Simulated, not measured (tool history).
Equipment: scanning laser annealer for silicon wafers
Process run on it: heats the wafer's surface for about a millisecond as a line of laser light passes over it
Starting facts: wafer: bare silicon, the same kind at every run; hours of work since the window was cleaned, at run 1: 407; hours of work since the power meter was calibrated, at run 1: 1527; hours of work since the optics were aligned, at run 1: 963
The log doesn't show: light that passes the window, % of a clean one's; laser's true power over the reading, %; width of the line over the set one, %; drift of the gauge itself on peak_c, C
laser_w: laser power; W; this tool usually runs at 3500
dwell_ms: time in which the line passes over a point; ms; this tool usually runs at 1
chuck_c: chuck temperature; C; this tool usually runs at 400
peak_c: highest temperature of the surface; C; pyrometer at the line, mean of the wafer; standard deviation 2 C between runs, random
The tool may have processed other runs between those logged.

run   hour  laser_w  dwell_ms  chuck_c  hours of work since the window was cleaned  hours of work since the power meter was calibrated  hours of work since the optics were aligned  peak_c
  1      0     3500         1      400                                         407                                                1527                                          963    1206
  2   74.8     3500         1      400                                         448                                                1569                                         1004    1196
     113.3  -- window over the wafer cleaned
  3  135.9     3500         1      400                                          12                                                1601                                         1037    1232
  4  202.7     3500         1      400                                          49                                                1638                                         1073    1224
  5  243.2     3500         1      365                                          71                                                1660                                         1096    1188
  6  325.2     3500         1      365                                         117                                                1705                                         1141    1184
     389.1  -- optics aligned, line set to its width
  7  408.9     3500         1      384                                         160                                                1749                                           11    1216
  8  470.7     3500         1      384                                         194                                                1783                                           45    1216
  9  532.9     3500         1      400                                         228                                                1817                                           79    1231
 10  584.1     3500         1      400                                         256                                                1845                                          107    1227
 11  653.8     3500         1      400                                         295                                                1883                                          146    1225
 12  695.7     3500         1      400                                         318                                                1906                                          169    1222
 13  753.5     3500         1      400                                         350                                                1938                                          201    1214
 14  801.6     3500         1      400                                         376                                                1965                                          227    1215

Expected results for the next run?
 15  863.5     3500         1      400                                         410                                                1999                                          261       ?

Logged for run 15: peak_c 1214 C.
The same run, on a tool lacking any hidden state, would have yielded peak_c 1249 C.
